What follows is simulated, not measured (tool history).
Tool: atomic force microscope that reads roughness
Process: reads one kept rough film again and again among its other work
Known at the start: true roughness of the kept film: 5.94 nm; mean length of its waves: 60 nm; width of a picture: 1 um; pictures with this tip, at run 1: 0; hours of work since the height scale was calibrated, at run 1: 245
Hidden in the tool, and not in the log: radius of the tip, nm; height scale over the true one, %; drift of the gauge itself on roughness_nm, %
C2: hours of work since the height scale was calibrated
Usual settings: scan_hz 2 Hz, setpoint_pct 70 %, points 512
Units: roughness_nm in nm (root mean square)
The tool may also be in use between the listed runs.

{"run": 1, "day": 0.0, "scan_hz": 2, "setpoint_pct": 70, "points": 512, "pictures with this tip": 0, "C2": 245, "roughness_nm": 5.391}
{"run": 2, "day": 0.542, "scan_hz": 2, "setpoint_pct": 70, "points": 512, "pictures with this tip": 20, "C2": 251, "roughness_nm": 5.235}
{"run": 3, "day": 0.942, "scan_hz": 2, "setpoint_pct": 70, "points": 512, "pictures with this tip": 35, "C2": 256, "roughness_nm": 5.072}
{"run": 4, "day": 1.425, "scan_hz": 2, "setpoint_pct": 70, "points": 512, "pictures with this tip": 52, "C2": 262, "roughness_nm": 4.944}
{"run": 5, "day": 1.917, "scan_hz": 2, "setpoint_pct": 70, "points": 512, "pictures with this tip": 70, "C2": 267, "roughness_nm": 4.803}
{"run": 6, "day": 2.229, "scan_hz": 2, "setpoint_pct": 70, "points": 512, "pictures with this tip": 82, "C2": 271, "roughness_nm": 4.711}
{"run": 7, "day": 2.758, "scan_hz": 2, "setpoint_pct": 79, "points": 512, "pictures with this tip": 101, "C2": 277, "roughness_nm": 4.43}
{"day": 2.825, "done": "height scale calibrated on a step standard"}
{"run": 8, "day": 3.088, "scan_hz": 2, "setpoint_pct": 70, "points": 512, "pictures with this tip": 111, "C2": 3, "roughness_nm": 4.5}
{"run": 9, "day": 3.333, "scan_hz": 2, "setpoint_pct": 70, "points": 512, "pictures with this tip": 120, "C2": 6, "roughness_nm": 4.436}
{"day": 3.408, "done": "new tip fitted"}
{"run": 10, "day": 3.692, "scan_hz": 2, "setpoint_pct": 70, "points": 512, "pictures with this tip": 10, "C2": 10, "roughness_nm": 5.298}
{"run": 11, "day": 4.067, "scan_hz": 3.37, "setpoint_pct": 70, "points": 512, "pictures with this tip": 24, "C2": 14, "roughness_nm": 5.045}
{"day": 4.225, "done": "height scale calibrated on a step standard, once more"}
{"run": 12, "day": 4.396, "scan_hz": 1.43, "setpoint_pct": 83, "points": 955, "pictures with this tip": 35, "C2": 2, "roughness_nm": 5.012}
{"run": 13, "day": 4.958, "scan_hz": 2.82, "setpoint_pct": 62, "points": 677, "pictures with this tip": 55, "C2": 8, "roughness_nm": 4.923}
{"run": 14, "day": 5.488, "scan_hz": 2, "setpoint_pct": 83, "points": 512, "pictures with this tip": 74, "C2": 15, "roughness_nm": 4.594}
{"run": 15, "day": 5.854, "scan_hz": 1.71, "setpoint_pct": 58, "points": 570, "pictures with this tip": 88, "C2": 19, "roughness_nm": 4.765}
{"run": 16, "day": 6.308, "scan_hz": 1.06, "setpoint_pct": 77, "points": 766, "pictures with this tip": 104, "C2": 24, "roughness_nm": 4.599}
{"day": 6.842, "done": "new tip fitted"}
{"run": 17, "day": 6.875, "scan_hz": 0.9, "setpoint_pct": 74, "points": 332, "pictures with this tip": 1, "C2": 30, "roughness_nm": 5.467}
{"run": 18, "day": 7.129, "scan_hz": 0.9, "setpoint_pct": 74, "points": 332, "pictures with this tip": 10, "C2": 33, "roughness_nm": 5.317}
{"run": 19, "day": 7.592, "scan_hz": 0.9, "setpoint_pct": 55, "points": 332, "pictures with this tip": 27, "C2": 39, "roughness_nm": 5.254}

4 ways to go on from here, each from the tool as it stands after run 19. What would each give?
{"run": "A", "day": 7.95, "scan_hz": 2.53, "setpoint_pct": 89, "points": 1014, "pictures with this tip": 40, "C2": 43, "roughness_nm": "?"}
{"run": "B", "day": 7.95, "scan_hz": 0.6, "setpoint_pct": 61, "points": 309, "pictures with this tip": 40, "C2": 43, "roughness_nm": "?"}
{"run": "C", "day": 7.95, "scan_hz": 1.91, "setpoint_pct": 70, "points": 512, "pictures with this tip": 40, "C2": 43, "roughness_nm": "?"}
{"run": "D", "day": 7.95, "scan_hz": 0.9, "setpoint_pct": 55, "points": 713, "pictures with this tip": 40, "C2": 43, "roughness_nm": "?"}

run=A roughness_nm=4.656
run=B roughness_nm=5.156
run=C roughness_nm=5.026
run=D roughness_nm=5.218
Without the tool's hidden state the same runs would have given:
run=A roughness_nm=4.996
run=B roughness_nm=5.533
run=C roughness_nm=5.393
run=D roughness_nm=5.598

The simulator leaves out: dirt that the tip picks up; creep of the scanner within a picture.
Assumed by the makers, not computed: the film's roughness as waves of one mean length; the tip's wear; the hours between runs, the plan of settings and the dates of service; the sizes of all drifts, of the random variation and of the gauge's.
